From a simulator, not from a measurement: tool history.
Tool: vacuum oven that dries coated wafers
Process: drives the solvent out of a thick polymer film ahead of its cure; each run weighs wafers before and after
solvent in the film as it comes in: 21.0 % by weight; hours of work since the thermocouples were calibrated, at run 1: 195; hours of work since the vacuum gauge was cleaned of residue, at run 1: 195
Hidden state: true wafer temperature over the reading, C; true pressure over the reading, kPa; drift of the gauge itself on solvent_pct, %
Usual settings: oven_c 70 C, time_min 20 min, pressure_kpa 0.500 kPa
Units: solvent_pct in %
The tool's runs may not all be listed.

run	hour	oven_c	time_min	pressure_kpa	hours of work since the thermocouples were calibrated	hours of work since the vacuum gauge was cleaned of residue	solvent_pct
1	0.0	70	20	0.500	195	195	1.022
2	52.0	70	32	0.500	231	231	0.366
3	123.9	70	32	0.500	282	282	0.375
4	175.1	70	20	0.500	317	317	1.011
5	280.6	65	20	0.500	391	391	1.702
6	335.0	70	20	0.500	429	429	1.001
7	391.0	70	20	0.500	468	468	1.014
8	445.5	70	20	0.500	506	506	0.986
9	515.2	70	20	0.500	555	555	0.990
10	611.0	60	20	0.500	621	621	2.626
11	657.6	60	20	0.500	654	654	2.621
12	741.9	60	20	0.500	713	713	2.621
13	831.5	60	20	0.500	775	775	2.592
14	890.2	60	20	0.500	816	816	2.579
15	966.0	60	20	0.500	869	869	2.582
16	1010.9	60	20	0.500	900	900	2.554
17	1116.8	74	20	0.500	974	974	0.616
# hour 1126.3: oven's thermocouples calibrated
18	1215.4	74	20	0.500	62	1042	0.583
19	1277.1	74	20	0.500	105	1085	0.568
# hour 1335.3: oven's thermocouples calibrated, once more
20	1369.1	70	20	0.748	24	1148	1.211
# hour 1386.0: vacuum gauge cleaned of residue and calibrated
21	1423.7	70	20	0.748	61	26	1.097
22	1528.5	70	20	0.748	134	99	1.100
23	1626.1	63	18	1.174	202	167	2.827
24	1717.5	67	11	0.648	266	231	4.052
25	1777.3	67	25	0.710	307	273	0.915
26	1853.8	71	25	0.772	361	326	0.627
27	1926.1	71	21	0.753	411	377	0.884
28	2030.4	71	12	1.551	484	450	2.956
29	2128.2	56	20	0.359	552	518	3.463
30	2181.0	64	27	0.489	589	555	0.942
31	2252.2	60	22	1.950	639	604	3.031
32	2333.5	70	20	0.481	695	661	0.938
33	2386.0	70	24	0.840	732	698	0.759
34	2455.6	70	24	0.840	781	746	0.780
35	2513.9	70	24	0.840	821	787	0.763
36	2589.8	59	15	0.867	874	840	4.394
37	2682.1	55	15	0.867	939	904	5.555
38	2777.8	70	20	0.265	1005	971	0.831
39	2854.3	61	18	1.449	1059	1024	3.237
40	2913.1	61	18	0.424	1100	1065	2.688
# hour 2958.5: oven's thermocouples calibrated
41	3001.1	72	36	0.500	30	1125	0.332
# hour 3050.2: vacuum gauge cleaned of residue and calibrated
42	3055.2	80	14	0.489	66	3	0.792
43	3147.0	84	20	1.246	130	68	0.393

Forecast each of these 4 alternatives for the next run:
A	3219.5	68	20	0.500	181	118	?
B	3219.5	79	14	1.171	181	118	?
C	3219.5	83	20	1.036	181	118	?
D	3219.5	66	18	0.500	181	118	?

run	solvent_pct
A	1.255
B	1.081
C	0.363
D	1.902
Without the tool's hidden state the same runs would have given:
run	solvent_pct
A	1.283
B	1.107
C	0.360
D	1.947
